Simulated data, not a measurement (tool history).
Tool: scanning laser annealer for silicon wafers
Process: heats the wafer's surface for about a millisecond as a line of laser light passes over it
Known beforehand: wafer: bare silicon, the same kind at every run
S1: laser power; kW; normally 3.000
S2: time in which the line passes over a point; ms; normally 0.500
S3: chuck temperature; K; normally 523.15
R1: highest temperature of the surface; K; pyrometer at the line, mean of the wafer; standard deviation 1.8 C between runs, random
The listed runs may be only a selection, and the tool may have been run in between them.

Run 1, hour 0.0: usual settings. Result: R1 1229.15 K.
Run 2, hour 25.4: usual settings. Result: R1 1227.15 K.
Run 3, hour 60.0: usual settings. Result: R1 1224.15 K.
Run 4, hour 92.5: usual settings but S3 513.15 K. Result: R1 1215.15 K.
Run 5, hour 125.6: usual settings. Result: R1 1224.15 K.
Run 6, hour 147.2: usual settings but S2 0.429 ms. Result: R1 1172.15 K.
Run 7, hour 184.3: usual settings but S1 3.049 kW, S2 0.429 ms. Result: R1 1182.15 K.
At hour 192.4: window over the wafer cleaned.
Run 8, hour 209.3: usual settings but S1 3.049 kW, S2 0.429 ms. Result: R1 1212.15 K.
Run 9, hour 244.2: usual settings but S1 3.049 kW, S2 0.429 ms. Result: R1 1209.15 K.
Run 10, hour 292.3: usual settings but S1 3.049 kW, S2 0.355 ms. Result: R1 1146.15 K.
Run 11, hour 337.9: usual settings but S1 3.049 kW, S2 0.355 ms. Result: R1 1145.15 K.
Run 12, hour 382.3: usual settings but S1 3.049 kW, S2 0.355 ms. Result: R1 1145.15 K.
Run 13, hour 426.9: usual settings but S1 3.049 kW, S2 0.355 ms. Result: R1 1145.15 K.
Run 14, hour 457.8: usual settings but S1 3.049 kW, S2 0.355 ms, S3 506.15 K. Result: R1 1125.15 K.
Run 15, hour 486.8: usual settings but S1 3.049 kW, S2 0.355 ms, S3 506.15 K. Result: R1 1126.15 K.
Run 16, hour 529.2: usual settings but S1 3.049 kW, S2 0.355 ms, S3 506.15 K. Result: R1 1124.15 K.
Run 17, hour 576.5: usual settings but S1 2.706 kW, S2 0.618 ms, S3 531.15 K. Result: R1 1238.15 K.
Run 18, hour 599.1: usual settings but S1 2.706 kW, S2 0.618 ms, S3 531.15 K. Result: R1 1237.15 K.
Run 19, hour 621.8: usual settings but S3 531.15 K. Result: R1 1250.15 K.
Run 20, hour 648.3: usual settings but S3 531.15 K. Result: R1 1251.15 K.
Run 21, hour 680.3: usual settings but S3 531.15 K. Result: R1 1246.15 K.
Run 22, hour 718.3: usual settings but S1 3.083 kW, S2 0.491 ms. Result: R1 1258.15 K.
Run 23, hour 757.7: usual settings but S1 3.230 kW, S2 0.469 ms, S3 504.15 K. Result: R1 1264.15 K.
Run 24, hour 804.7: usual settings but S1 3.260 kW, S2 0.594 ms, S3 502.15 K. Result: R1 1365.15 K.
Run 25, hour 852.7: usual settings but S1 2.596 kW, S2 0.432 ms. Result: R1 1074.15 K.
Run 26, hour 888.0: usual settings but S1 2.596 kW, S2 0.432 ms. Result: R1 1077.15 K.
Run 27, hour 928.6: usual settings but S1 3.261 kW, S2 0.562 ms, S3 557.15 K. Result: R1 1392.15 K.
Run 28, hour 976.3: usual settings but S1 2.555 kW, S2 0.508 ms, S3 548.15 K. Result: R1 1137.15 K.

Forecast each of these 4 alternatives for the next run:
Run A, hour 1019.1: usual settings but S1 2.555 kW, S2 0.497 ms, S3 529.15 K. Result: R1 ?.
Run B, hour 1019.1: usual settings but S2 0.557 ms. Result: R1 ?.
Run C, hour 1019.1: usual settings but S1 3.186 kW, S2 0.607 ms, S3 547.15 K. Result: R1 ?.
Run D, hour 1019.1: usual settings but S2 0.572 ms. Result: R1 ?.

run       R1
  A  1107.15
  B  1272.15
  C  1387.15
  D  1280.15
Without the tool's unlogged condition, the same runs would have read:
run       R1
  A  1135.15
  B  1307.15
  C  1426.15
  D  1315.15

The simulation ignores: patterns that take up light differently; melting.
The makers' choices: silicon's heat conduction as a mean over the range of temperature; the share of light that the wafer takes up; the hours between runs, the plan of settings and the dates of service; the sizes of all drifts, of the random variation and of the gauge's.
